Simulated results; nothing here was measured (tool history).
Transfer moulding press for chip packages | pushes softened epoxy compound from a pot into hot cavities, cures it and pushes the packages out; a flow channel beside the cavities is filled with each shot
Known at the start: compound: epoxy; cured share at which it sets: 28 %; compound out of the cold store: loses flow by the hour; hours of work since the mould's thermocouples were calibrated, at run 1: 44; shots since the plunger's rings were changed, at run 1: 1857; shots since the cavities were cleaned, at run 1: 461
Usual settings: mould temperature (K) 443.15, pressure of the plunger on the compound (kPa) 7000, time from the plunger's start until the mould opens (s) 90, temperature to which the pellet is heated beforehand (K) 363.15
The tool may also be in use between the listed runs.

| run | hour | mould temperature (K) | pressure of the plunger on the compound (kPa) | time from the plunger's start until the mould opens (s) | temperature to which the pellet is heated beforehand (K) | hours of work since the mould's thermocouples were calibrated | shots since the plunger's rings were changed | shots since the cavities were cleaned | incoming compound's hours out of the cold store | length that the compound runs in the flow channel (mm) | greatest force on the pins that push the packages out (N) |
|---|---|---|---|---|---|---|---|---|---|---|---|
| 1 | 0.0 | 443.15 | 7000 | 90 | 363.15 | 44 | 1857 | 461 | 18.3 | 843 | 835 |
| 2 | 6.5 | 443.15 | 7000 | 90 | 359.15 | 48 | 1936 | 540 | 42.8 | 762 | 871 |
|  | 15.1 | cavities cleaned with cleaning compound and waxed |
| 3 | 16.2 | 443.15 | 7000 | 90 | 359.15 | 54 | 2037 | 14 | 24.2 | 820 | 972 |
| 4 | 25.3 | 443.15 | 8730 | 90 | 363.15 | 60 | 2148 | 125 | 45.4 | 847 | 921 |
| 5 | 32.4 | 443.15 | 7110 | 90 | 363.15 | 65 | 2236 | 213 | 36.9 | 788 | 922 |
| 6 | 41.3 | 443.15 | 7110 | 90 | 363.15 | 71 | 2344 | 321 | 38.3 | 784 | 974 |
| 7 | 56.1 | 443.15 | 7110 | 90 | 363.15 | 81 | 2525 | 502 | 35.3 | 783 | 942 |
|  | 68.2 | cavities cleaned with cleaning compound and waxed |
| 8 | 68.2 | 443.15 | 7110 | 90 | 363.15 | 89 | 2655 | 0 | 42.4 | 767 | 594 |
|  | 72.4 | cavities cleaned with cleaning compound and waxed, once more |
| 9 | 84.0 | 443.15 | 7110 | 94 | 363.15 | 99 | 2831 | 142 | 17.8 | 837 | 707 |
| 10 | 91.6 | 443.15 | 7110 | 94 | 363.15 | 104 | 2924 | 235 | 32.0 | 795 | 691 |
| 11 | 101.8 | 443.15 | 7110 | 94 | 363.15 | 111 | 3049 | 360 | 27.5 | 809 | 784 |
| 12 | 111.1 | 443.15 | 7000 | 75 | 363.15 | 117 | 3162 | 473 | 41.3 | 760 | 1220 |
|  | 125.0 | cavities cleaned with cleaning compound and waxed |
| 13 | 126.7 | 443.15 | 7000 | 75 | 363.15 | 127 | 3335 | 21 | 47.0 | 745 | 939 |
| 14 | 135.3 | 443.15 | 7000 | 75 | 363.15 | 133 | 3441 | 127 | 26.1 | 802 | 1066 |
| 15 | 147.3 | 441.15 | 7000 | 75 | 369.15 | 142 | 3588 | 274 | 11.0 | 859 | 1414 |
| 16 | 156.9 | 441.15 | 7000 | 75 | 369.15 | 148 | 3705 | 391 | 13.5 | 853 | 1486 |
| 17 | 164.5 | 443.15 | 8420 | 77 | 366.15 | 153 | 3799 | 485 | 9.1 | 940 | 1260 |
|  | 177.1 | cavities cleaned with cleaning compound and waxed |
| 18 | 179.5 | 443.15 | 8420 | 77 | 366.15 | 163 | 3964 | 29 | 15.2 | 915 | 934 |
| 19 | 186.9 | 435.15 | 5960 | 101 | 360.15 | 168 | 4054 | 119 | 23.4 | 787 | 1026 |
| 20 | 200.8 | 435.15 | 5960 | 92 | 357.15 | 178 | 4225 | 290 | 38.0 | 742 | 1377 |
| 21 | 207.4 | 435.15 | 5960 | 92 | 362.15 | 182 | 4305 | 370 | 25.0 | 779 | 1450 |
| 22 | 221.3 | 439.15 | 7000 | 90 | 363.15 | 192 | 4476 | 541 | 17.6 | 845 | 1175 |
|  | 229.8 | cavities cleaned with cleaning compound and waxed |
| 23 | 233.1 | 436.15 | 6200 | 96 | 371.15 | 199 | 4601 | 39 | 16.4 | 804 | 1016 |
| 24 | 245.4 | 438.15 | 6920 | 130 | 370.15 | 207 | 4752 | 190 | 37.7 | 777 | 575 |
| 25 | 260.6 | 438.15 | 6920 | 130 | 370.15 | 218 | 4939 | 377 | 39.4 | 769 | 635 |

The next listed run, before its measurement:
| 26 | 267.2 | 443.15 | 7030 | 90 | 362.15 | 222 | 5019 | 457 | 24.4 | ? | ? |

{"run 26": {"length that the compound runs in the flow channel (mm)": 801, "greatest force on the pins that push the packages out (N)": 833}}
Without the tool's hidden state the same run would have given length that the compound runs in the flow channel (mm) 842, greatest force on the pins that push the packages out (N) 629.
